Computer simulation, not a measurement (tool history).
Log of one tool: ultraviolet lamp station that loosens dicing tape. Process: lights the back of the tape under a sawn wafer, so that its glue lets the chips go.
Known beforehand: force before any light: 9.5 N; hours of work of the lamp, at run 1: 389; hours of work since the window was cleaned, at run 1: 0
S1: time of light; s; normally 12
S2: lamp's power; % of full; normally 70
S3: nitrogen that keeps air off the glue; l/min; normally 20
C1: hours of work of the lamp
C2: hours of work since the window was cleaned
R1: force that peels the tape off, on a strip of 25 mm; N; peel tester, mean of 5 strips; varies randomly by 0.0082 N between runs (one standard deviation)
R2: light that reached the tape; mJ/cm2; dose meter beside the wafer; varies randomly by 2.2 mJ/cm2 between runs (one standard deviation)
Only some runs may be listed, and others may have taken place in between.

{"run": 1, "hour": 0.0, "S1": 12, "S2": 70, "S3": 20, "C1": 389, "C2": 0, "R1": 0.447, "R2": 179}
{"run": 2, "hour": 32.4, "S1": 12, "S2": 70, "S3": 20, "C1": 414, "C2": 25, "R1": 0.502, "R2": 174}
{"run": 3, "hour": 80.6, "S1": 12, "S2": 72, "S3": 20, "C1": 452, "C2": 63, "R1": 0.515, "R2": 174}
{"run": 4, "hour": 104.9, "S1": 12, "S2": 72, "S3": 20, "C1": 471, "C2": 82, "R1": 0.515, "R2": 172}
{"run": 5, "hour": 133.0, "S1": 12, "S2": 70, "S3": 20, "C1": 493, "C2": 104, "R1": 0.557, "R2": 169}
{"run": 6, "hour": 183.3, "S1": 6, "S2": 70, "S3": 20, "C1": 533, "C2": 144, "R1": 2.248, "R2": 79}
{"run": 7, "hour": 228.1, "S1": 6, "S2": 70, "S3": 20, "C1": 568, "C2": 179, "R1": 2.197, "R2": 84}
{"run": 8, "hour": 259.6, "S1": 6, "S2": 70, "S3": 20, "C1": 592, "C2": 203, "R1": 2.387, "R2": 75}
{"run": 9, "hour": 287.9, "S1": 6, "S2": 70, "S3": 20, "C1": 615, "C2": 225, "R1": 2.335, "R2": 77}
{"run": 10, "hour": 310.4, "S1": 6, "S2": 70, "S3": 20, "C1": 632, "C2": 243, "R1": 2.332, "R2": 77}
{"run": 11, "hour": 335.5, "S1": 12, "S2": 70, "S3": 20, "C1": 652, "C2": 263, "R1": 0.641, "R2": 153}
{"run": 12, "hour": 374.2, "S1": 12, "S2": 70, "S3": 20, "C1": 682, "C2": 293, "R1": 0.667, "R2": 150}
{"run": 13, "hour": 395.5, "S1": 12, "S2": 70, "S3": 20, "C1": 699, "C2": 310, "R1": 0.686, "R2": 148}
{"run": 14, "hour": 440.6, "S1": 12, "S2": 70, "S3": 20, "C1": 734, "C2": 345, "R1": 0.74, "R2": 145}
{"run": 15, "hour": 466.3, "S1": 12, "S2": 70, "S3": 20, "C1": 754, "C2": 365, "R1": 0.709, "R2": 147}
{"run": 16, "hour": 507.4, "S1": 12, "S2": 70, "S3": 20, "C1": 786, "C2": 397, "R1": 0.764, "R2": 140}
{"run": 17, "hour": 546.2, "S1": 12, "S2": 70, "S3": 20, "C1": 817, "C2": 428, "R1": 0.791, "R2": 144}
{"run": 18, "hour": 572.6, "S1": 12, "S2": 70, "S3": 20, "C1": 837, "C2": 448, "R1": 0.809, "R2": 137}
{"run": 19, "hour": 610.2, "S1": 12, "S2": 70, "S3": 20, "C1": 867, "C2": 478, "R1": 0.843, "R2": 140}
{"run": 20, "hour": 635.1, "S1": 12, "S2": 70, "S3": 20, "C1": 886, "C2": 497, "R1": 0.874, "R2": 138}
{"run": 21, "hour": 678.5, "S1": 12, "S2": 93, "S3": 20, "C1": 920, "C2": 531, "R1": 0.432, "R2": 177}
{"hour": 690.6, "done": "window cleaned of glue's vapour"}
{"run": 22, "hour": 715.2, "S1": 19, "S2": 99, "S3": 20, "C1": 949, "C2": 19, "R1": 0.103, "R2": 312}
{"run": 23, "hour": 737.1, "S1": 9, "S2": 70, "S3": 18, "C1": 966, "C2": 36, "R1": 1.652, "R2": 104}
{"run": 24, "hour": 770.3, "S1": 12, "S2": 70, "S3": 20, "C1": 992, "C2": 62, "R1": 0.86, "R2": 136}
{"run": 25, "hour": 810.2, "S1": 12, "S2": 70, "S3": 20, "C1": 1023, "C2": 94, "R1": 0.908, "R2": 138}
{"run": 26, "hour": 842.5, "S1": 7, "S2": 70, "S3": 8, "C1": 1048, "C2": 119, "R1": 3.712, "R2": 78}
{"run": 27, "hour": 871.0, "S1": 8, "S2": 70, "S3": 15, "C1": 1071, "C2": 141, "R1": 2.333, "R2": 89}
{"run": 28, "hour": 912.9, "S1": 9, "S2": 90, "S3": 15, "C1": 1104, "C2": 174, "R1": 1.369, "R2": 126}
{"run": 29, "hour": 936.9, "S1": 9, "S2": 90, "S3": 15, "C1": 1122, "C2": 193, "R1": 1.368, "R2": 117}
{"run": 30, "hour": 964.6, "S1": 9, "S2": 90, "S3": 15, "C1": 1144, "C2": 215, "R1": 1.4, "R2": 120}
{"run": 31, "hour": 1003.0, "S1": 9, "S2": 90, "S3": 15, "C1": 1174, "C2": 245, "R1": 1.421, "R2": 121}
{"run": 32, "hour": 1041.5, "S1": 18, "S2": 84, "S3": 15, "C1": 1204, "C2": 275, "R1": 0.357, "R2": 216}
{"hour": 1076.1, "done": "lamp changed"}
{"run": 33, "hour": 1082.3, "S1": 16, "S2": 70, "S3": 20, "C1": 5, "C2": 306, "R1": 0.152, "R2": 256}
{"run": 34, "hour": 1130.4, "S1": 14, "S2": 83, "S3": 20, "C1": 43, "C2": 344, "R1": 0.145, "R2": 264}
{"run": 35, "hour": 1176.5, "S1": 12, "S2": 70, "S3": 14, "C1": 79, "C2": 380, "R1": 0.575, "R2": 184}
{"run": 36, "hour": 1200.8, "S1": 9, "S2": 68, "S3": 11, "C1": 98, "C2": 399, "R1": 1.418, "R2": 133}
{"run": 37, "hour": 1230.1, "S1": 9, "S2": 68, "S3": 11, "C1": 121, "C2": 422, "R1": 1.421, "R2": 134}
{"run": 38, "hour": 1254.1, "S1": 17, "S2": 70, "S3": 10, "C1": 139, "C2": 440, "R1": 0.328, "R2": 263}
{"run": 39, "hour": 1276.1, "S1": 15, "S2": 80, "S3": 20, "C1": 157, "C2": 458, "R1": 0.155, "R2": 260}
{"run": 40, "hour": 1324.4, "S1": 9, "S2": 82, "S3": 17, "C1": 194, "C2": 496, "R1": 0.705, "R2": 159}

Each row is a separate what-if for the run after 40, all from the same tool condition, not one after another. Results?
{"run": "A", "hour": 1358.3, "S1": 14, "S2": 70, "S3": 30, "C1": 221, "C2": 522, "R1": "?", "R2": "?"}
{"run": "B", "hour": 1358.3, "S1": 8, "S2": 89, "S3": 8, "C1": 221, "C2": 522, "R1": "?", "R2": "?"}
{"run": "C", "hour": 1358.3, "S1": 12, "S2": 70, "S3": 20, "C1": 221, "C2": 522, "R1": "?", "R2": "?"}

run=A R1=0.198 R2=210
run=B R1=1.492 R2=153
run=C R1=0.446 R2=177
With the hidden condition removed and each run's random variation left untouched, the same runs would have given:
run=A R1=0.147 R2=235
run=B R1=1.204 R2=171
run=C R1=0.327 R2=199
